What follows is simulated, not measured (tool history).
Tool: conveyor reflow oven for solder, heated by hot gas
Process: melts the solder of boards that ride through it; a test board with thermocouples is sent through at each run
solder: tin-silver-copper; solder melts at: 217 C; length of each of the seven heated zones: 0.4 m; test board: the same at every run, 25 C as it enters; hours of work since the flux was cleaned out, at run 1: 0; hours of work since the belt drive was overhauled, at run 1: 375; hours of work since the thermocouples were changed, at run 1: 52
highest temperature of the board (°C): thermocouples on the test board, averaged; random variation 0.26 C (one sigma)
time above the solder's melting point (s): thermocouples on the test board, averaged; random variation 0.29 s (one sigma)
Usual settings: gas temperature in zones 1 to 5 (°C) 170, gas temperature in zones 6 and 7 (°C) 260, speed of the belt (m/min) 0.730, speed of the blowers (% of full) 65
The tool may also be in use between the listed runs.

run	hour	gas temperature in zones 1 to 5 (°C)	gas temperature in zones 6 and 7 (°C)	speed of the belt (m/min)	speed of the blowers (% of full)	hours of work since the flux was cleaned out	hours of work since the belt drive was overhauled	hours of work since the thermocouples were changed	highest temperature of the board (°C)	time above the solder's melting point (s)
1	0.0	170	260	0.730	65	0	375	52	241.1	39.0
2	27.6	170	260	0.730	65	12	387	65	240.9	38.8
3	53.3	170	260	0.730	80	24	399	76	245.2	43.8
4	72.7	170	272	0.730	65	33	408	85	250.7	46.0
5	92.0	170	272	0.730	65	42	417	94	251.1	46.3
6	118.4	170	260	0.730	65	54	429	106	240.8	38.9
7	152.7	159	260	0.730	65	69	444	121	238.0	33.4
8	178.9	170	258	0.730	65	81	456	133	239.3	37.3
9	200.3	170	258	0.730	65	91	466	143	239.3	36.8
10	228.4	170	258	0.730	65	104	478	156	239.2	36.9
11	246.1	170	258	0.730	65	112	486	164	239.3	37.2
12	268.7	170	260	0.730	65	122	497	174	240.9	38.8
13	298.1	170	270	0.730	65	135	510	187	248.8	45.1
14	314.1	170	270	0.730	65	142	517	194	249.2	45.6
15	343.7	170	270	0.730	65	156	531	208	249.1	45.8
16	375.9	170	271	0.730	64	170	545	222	249.5	44.9
17	407.7	185	275	0.624	64	185	560	237	261.4	67.0
18	427.7	168	275	0.801	76	194	569	246	253.2	43.4

Run 19 comes next. What will it give?
19	458.6	177	267	0.730	71	208	583	260	?	?

{"run 19": {"highest temperature of the board (°C)": 249.9, "time above the solder's melting point (s)": 48.0}}
Without the tool's hidden state the same run would have given highest temperature of the board (°C) 249.9, time above the solder's melting point (s) 48.0.

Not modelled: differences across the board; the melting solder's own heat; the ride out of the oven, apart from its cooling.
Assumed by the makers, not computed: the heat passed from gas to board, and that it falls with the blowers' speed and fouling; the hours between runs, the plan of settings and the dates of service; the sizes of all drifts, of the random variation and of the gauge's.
